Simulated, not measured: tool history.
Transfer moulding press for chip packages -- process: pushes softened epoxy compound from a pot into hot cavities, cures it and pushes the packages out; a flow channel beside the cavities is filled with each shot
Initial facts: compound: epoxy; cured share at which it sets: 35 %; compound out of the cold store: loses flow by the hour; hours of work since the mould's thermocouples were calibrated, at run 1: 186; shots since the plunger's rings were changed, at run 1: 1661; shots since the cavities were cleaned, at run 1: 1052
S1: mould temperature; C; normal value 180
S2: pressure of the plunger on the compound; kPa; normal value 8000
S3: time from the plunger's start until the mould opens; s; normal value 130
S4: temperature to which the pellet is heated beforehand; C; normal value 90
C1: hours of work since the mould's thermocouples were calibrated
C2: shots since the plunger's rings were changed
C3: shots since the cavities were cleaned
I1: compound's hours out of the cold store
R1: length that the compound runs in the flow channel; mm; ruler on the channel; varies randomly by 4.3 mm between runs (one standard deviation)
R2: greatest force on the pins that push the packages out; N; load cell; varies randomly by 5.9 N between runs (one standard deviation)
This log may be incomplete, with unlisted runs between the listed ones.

run,hour,S1,S2,S3,S4,C1,C2,C3,I1,R1,R2
1,0.0,180,8000,130,90,186,1661,1052,20.8,718,436
# hour 8.8: cavities cleaned with cleaning compound and waxed
2,11.2,177,8000,130,90,194,1766,26,17.7,739,278
3,20.8,177,8000,130,90,202,1871,131,31.6,693,326
4,30.1,177,8000,130,90,209,1973,233,31.1,694,347
5,40.6,177,8000,130,90,217,2087,347,12.6,746,415
6,52.4,177,8000,130,90,227,2216,476,15.2,737,440
7,60.4,177,8000,130,90,233,2304,564,16.9,729,464
8,68.2,183,8000,130,90,239,2389,649,36.7,653,346
9,78.0,180,7080,130,90,247,2495,755,36.7,633,404
# hour 84.8: plunger's sealing rings changed
10,87.9,180,6740,130,90,253,34,836,19.0,675,418
11,96.9,180,6740,130,90,260,132,934,16.5,686,451
12,103.2,180,8000,142,90,265,201,1003,12.8,758,391
13,111.9,180,8000,142,90,272,296,1098,43.9,665,383
# hour 116.0: cavities cleaned with cleaning compound and waxed
14,122.9,180,8000,142,90,280,400,76,47.7,664,217
15,133.1,181,6020,130,90,288,510,186,22.6,630,275
16,143.4,181,7280,130,90,296,623,299,27.2,681,303
17,155.0,181,7280,130,90,305,750,426,8.1,728,349
18,165.6,176,7250,130,84,313,865,541,35.1,662,467
19,172.9,180,8000,130,100,319,944,620,15.6,738,404
20,179.8,180,8000,130,100,325,1021,697,43.2,675,392
21,187.4,184,6010,126,94,331,1103,779,45.9,572,368
22,192.9,178,7600,130,93,335,1163,839,43.0,656,442
23,205.0,180,7380,130,90,345,1295,971,15.0,708,433

What will run 24 give?
24,211.2,176,6820,152,88,350,1362,1038,44.2,?,?

For run 24 the tool returned R1 619 mm, R2 430 N.
Take away the tool's hidden state, keep the run-to-run variation as it was, and the same run would have given R1 630 mm, R2 217 N.
